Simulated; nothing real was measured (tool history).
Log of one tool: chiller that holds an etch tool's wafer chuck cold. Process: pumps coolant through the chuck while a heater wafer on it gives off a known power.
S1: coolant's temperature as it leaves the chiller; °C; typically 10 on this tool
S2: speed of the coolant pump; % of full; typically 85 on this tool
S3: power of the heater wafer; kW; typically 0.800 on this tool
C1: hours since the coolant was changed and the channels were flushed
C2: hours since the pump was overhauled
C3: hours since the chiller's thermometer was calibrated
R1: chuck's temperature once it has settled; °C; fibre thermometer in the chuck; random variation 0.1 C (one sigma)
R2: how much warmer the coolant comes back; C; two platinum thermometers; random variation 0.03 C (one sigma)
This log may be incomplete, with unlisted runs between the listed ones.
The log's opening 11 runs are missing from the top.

run,hour,S1,S2,S3,C1,C2,C3,R1,R2
12,1651.2,10,85,0.800,2030,9307,590,19.0,1.75
13,1811.2,10,85,0.800,2190,9467,750,19.2,1.71
14,2036.7,10,85,0.800,2416,9693,976,19.1,1.72
15,2182.9,10,85,0.800,2562,9839,1122,19.2,1.71
16,2346.0,10,85,0.800,2725,10002,1285,19.2,1.72
17,2554.0,10,85,0.800,2933,10210,1493,19.1,1.73
18,2733.7,10,85,0.800,3113,10390,1673,18.9,1.71
19,2930.6,10,85,0.800,3309,10587,1869,19.2,1.73
20,3154.8,10,85,0.800,3534,10811,2094,19.3,1.71
21,3378.9,14,67,0.740,3758,11035,2318,24.1,2.04
22,3497.6,14,99,1.065,3876,11154,2436,24.8,1.91
23,3682.4,14,99,1.161,4061,11338,2621,26.0,2.07
24,3874.8,4,79,1.070,4254,11531,2814,17.0,2.53
# hour 4034.2: chiller's thermometer calibrated
25,4043.2,19,86,0.866,4421,11698,9,28.9,1.86
26,4196.3,10,68,0.580,4574,11851,162,17.9,1.61
27,4343.3,7,89,0.842,4721,11998,309,16.3,1.71
28,4552.4,7,89,0.842,4930,12207,518,16.4,1.70
29,4721.0,1,89,0.842,5099,12376,687,10.1,1.74
30,4875.0,12,85,0.842,5253,12530,841,21.5,1.79
31,5079.9,12,97,0.820,5458,12735,1046,20.6,1.53
32,5224.3,13,97,0.451,5602,12879,1190,17.8,0.81
33,5400.0,13,99,0.716,5778,13055,1366,20.4,1.27

Forecast each of these 3 alternatives for the next run:
A,5512.4,9,71,0.716,5890,13167,1478,?,?
B,5512.4,10,85,0.542,5890,13167,1478,?,?
C,5512.4,10,61,0.852,5890,13167,1478,?,?

run,R1,R2
A,18.3,1.83
B,16.1,1.13
C,22.3,2.66
Without the tool's hidden state the same runs would have given:
run,R1,R2
A,18.3,1.83
B,16.1,1.13
C,22.3,2.66
